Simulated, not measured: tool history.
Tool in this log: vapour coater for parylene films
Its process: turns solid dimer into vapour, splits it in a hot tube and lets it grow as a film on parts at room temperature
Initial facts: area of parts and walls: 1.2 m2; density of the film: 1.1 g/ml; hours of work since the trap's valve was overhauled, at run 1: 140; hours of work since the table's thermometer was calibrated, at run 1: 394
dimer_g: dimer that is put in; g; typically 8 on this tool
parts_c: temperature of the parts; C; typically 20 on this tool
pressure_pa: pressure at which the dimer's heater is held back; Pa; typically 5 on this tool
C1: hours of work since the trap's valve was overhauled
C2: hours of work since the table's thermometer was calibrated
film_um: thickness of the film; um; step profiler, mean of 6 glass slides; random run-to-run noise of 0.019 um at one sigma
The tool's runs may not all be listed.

{"run": 1, "day": 0.0, "dimer_g": 8, "parts_c": 20, "pressure_pa": 5, "C1": 140, "C2": 394, "film_um": 3.54}
{"run": 2, "day": 1.158, "dimer_g": 8, "parts_c": 20, "pressure_pa": 5, "C1": 164, "C2": 419, "film_um": 3.45}
{"run": 3, "day": 2.479, "dimer_g": 8, "parts_c": 20, "pressure_pa": 5, "C1": 193, "C2": 447, "film_um": 3.5}
{"run": 4, "day": 4.225, "dimer_g": 8, "parts_c": 20, "pressure_pa": 5, "C1": 230, "C2": 484, "film_um": 3.5}
{"run": 5, "day": 5.129, "dimer_g": 8, "parts_c": 20, "pressure_pa": 2.19, "C1": 249, "C2": 503, "film_um": 4.29}
{"run": 6, "day": 6.008, "dimer_g": 8, "parts_c": 20, "pressure_pa": 2.19, "C1": 268, "C2": 522, "film_um": 4.23}
{"run": 7, "day": 7.242, "dimer_g": 8, "parts_c": 16, "pressure_pa": 5, "C1": 294, "C2": 548, "film_um": 4.15}
{"run": 8, "day": 8.217, "dimer_g": 8, "parts_c": 16, "pressure_pa": 5, "C1": 315, "C2": 569, "film_um": 4.18}
{"run": 9, "day": 9.908, "dimer_g": 8, "parts_c": 16, "pressure_pa": 5, "C1": 351, "C2": 605, "film_um": 4.16}
{"day": 10.108, "done": "table's thermometer calibrated"}
{"run": 10, "day": 11.421, "dimer_g": 8, "parts_c": 16, "pressure_pa": 5, "C1": 383, "C2": 28, "film_um": 4.15}
{"run": 11, "day": 12.896, "dimer_g": 8, "parts_c": 18, "pressure_pa": 5, "C1": 414, "C2": 59, "film_um": 3.84}
{"run": 12, "day": 14.254, "dimer_g": 10, "parts_c": 20, "pressure_pa": 2.19, "C1": 443, "C2": 88, "film_um": 5.31}
{"day": 14.442, "done": "table's thermometer calibrated, once more"}
{"run": 13, "day": 15.083, "dimer_g": 8, "parts_c": 25, "pressure_pa": 5, "C1": 460, "C2": 14, "film_um": 2.7}
{"run": 14, "day": 16.054, "dimer_g": 3, "parts_c": 15, "pressure_pa": 5, "C1": 480, "C2": 34, "film_um": 1.6}
{"run": 15, "day": 17.758, "dimer_g": 5, "parts_c": 15, "pressure_pa": 4.13, "C1": 517, "C2": 71, "film_um": 2.72}
{"run": 16, "day": 19.167, "dimer_g": 5, "parts_c": 24, "pressure_pa": 2.04, "C1": 547, "C2": 101, "film_um": 2.15}
{"day": 19.75, "done": "trap's valve overhauled"}
{"run": 17, "day": 20.608, "dimer_g": 5, "parts_c": 24, "pressure_pa": 2.04, "C1": 18, "C2": 128, "film_um": 2.29}
{"run": 18, "day": 21.692, "dimer_g": 12, "parts_c": 20, "pressure_pa": 5, "C1": 41, "C2": 151, "film_um": 5.23}
{"run": 19, "day": 22.688, "dimer_g": 8, "parts_c": 21, "pressure_pa": 5, "C1": 63, "C2": 172, "film_um": 3.33}
{"run": 20, "day": 24.067, "dimer_g": 5, "parts_c": 17, "pressure_pa": 5, "C1": 92, "C2": 202, "film_um": 2.51}
{"run": 21, "day": 25.638, "dimer_g": 5, "parts_c": 17, "pressure_pa": 5, "C1": 126, "C2": 235, "film_um": 2.49}

Each row is a separate what-if for the run after 21, all from the same tool condition, not one after another. Results?
{"run": "A", "day": 27.217, "dimer_g": 5, "parts_c": 29, "pressure_pa": 5, "C1": 159, "C2": 269, "film_um": "?"}
{"run": "B", "day": 27.217, "dimer_g": 8, "parts_c": 16, "pressure_pa": 5, "C1": 159, "C2": 269, "film_um": "?"}
{"run": "C", "day": 27.217, "dimer_g": 10, "parts_c": 20, "pressure_pa": 4.79, "C1": 159, "C2": 269, "film_um": "?"}
{"run": "D", "day": 27.217, "dimer_g": 5, "parts_c": 17, "pressure_pa": 2.55, "C1": 159, "C2": 269, "film_um": "?"}

run=A film_um=1.42
run=B film_um=4.17
run=C film_um=4.34
run=D film_um=2.91
What these runs would have given with no unlogged condition in the tool:
run=A film_um=1.44
run=B film_um=4.23
run=C film_um=4.4
run=D film_um=2.95
